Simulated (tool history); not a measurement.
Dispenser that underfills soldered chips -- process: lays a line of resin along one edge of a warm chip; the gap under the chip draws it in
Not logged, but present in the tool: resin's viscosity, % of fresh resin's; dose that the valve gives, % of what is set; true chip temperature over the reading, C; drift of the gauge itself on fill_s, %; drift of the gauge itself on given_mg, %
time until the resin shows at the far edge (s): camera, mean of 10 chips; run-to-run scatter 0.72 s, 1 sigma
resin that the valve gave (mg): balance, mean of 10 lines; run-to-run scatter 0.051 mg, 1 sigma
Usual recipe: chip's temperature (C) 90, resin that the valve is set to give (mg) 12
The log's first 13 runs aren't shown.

run   hour  chip's temperature (C)  resin that the valve is set to give (mg)  hours of work since the syringe was changed  hours of work since the valve was cleaned  hours of work since the stage was calibrated  time until the resin shows at the far edge (s)  resin that the valve gave (mg)
      79.2  -- new syringe of resin
 14   81.4                      90                                      13.8                                            2                                         39                                           224                                            68.7                           13.58
      87.8  -- new syringe of resin
 15   87.8                      90                                      13.8                                            0                                         44                                           228                                            63.9                           13.55
 16     92                     100                                      13.8                                            3                                         47                                           231                                            51.5                           13.57
      96.5  -- new syringe of resin
 17   97.7                     100                                      13.8                                            1                                         50                                           235                                            47.8                           13.46
 18  104.6                     100                                      13.8                                            6                                         55                                           240                                            56.7                           13.51
     105.5  -- new syringe of resin
 19  111.4                     100                                      13.8                                            4                                         60                                           245                                            54.8                            13.5
     114.3  -- new syringe of resin
 20  116.3                      88                                      13.8                                            1                                         63                                           248                                            74.6                           13.44
     123.3  -- new syringe of resin
 21  124.5                      82                                      12.7                                            1                                         69                                           254                                            90.9                           12.27
 22  129.6                      82                                      12.7                                            4                                         72                                           257                                            99.3                           12.37
     132.3  -- new syringe of resin
 23  134.4                     100                                      13.8                                            1                                         76                                           260                                            51.2                           13.45
 24  138.1                      88                                      13.5                                            4                                         78                                           263                                              80                           13.11
     141.2  -- new syringe of resin
 25  145.9                      97                                      13.1                                            3                                         83                                           268                                              59                           12.67
     150.4  -- new syringe of resin
 26  150.4                      97                                      13.1                                            0                                         86                                           271                                            53.7                            12.6
 27  157.6                      92                                      10.8                                            5                                         91                                           276                                              77                           10.32
     159.5  -- new syringe of resin
 28  162.4                      92                                      10.8                                            2                                         95                                           280                                            67.9                           10.35
 29  165.9                      89                                      15.1                                            5                                         97                                           282                                            76.3                           14.53
     168.6  -- new syringe of resin
 30  171.4                      89                                      15.1                                            2                                        101                                           286                                            73.4                           14.35
     177.3  -- new syringe of resin
 31  180.2                      89                                      15.1                                            2                                        107                                           292                                            71.2                           14.44
 32  184.1                     101                                      14.9                                            5                                        110                                           295                                            51.9                           14.29
     186.2  -- new syringe of resin
 33  192.4                      91                                      12.9                                            4                                        115                                           300                                            73.7                           12.39
       195  -- new syringe of resin
 34  196.8                      90                                      14.6                                            1                                        118                                           303                                            67.5                           13.88
     203.9  -- new syringe of resin
 35  204.2                      84                                      12.6                                            0                                        123                                           308                                            82.6                           12.01

3 options for the next run, each taken on its own from the tool as it stands now. Forecast them:
  A  210.6                      81                                      12.6                                            5                                        128                                           313                                               ?                               ?
  B  210.6                      92                                      12.7                                            5                                        128                                           313                                               ?                               ?
  C  210.6                      94                                      12.4                                            5                                        128                                           313                                               ?                               ?

run  time until the resin shows at the far edge (s)  resin that the valve gave (mg)
  A                                           106.2                           11.99
  B                                            72.9                           12.11
  C                                            69.2                           11.72
Without the tool's unlogged condition, the same runs would have read:
run  time until the resin shows at the far edge (s)  resin that the valve gave (mg)
  A                                            87.8                           12.62
  B                                            60.4                           12.75
  C                                            57.3                           12.34
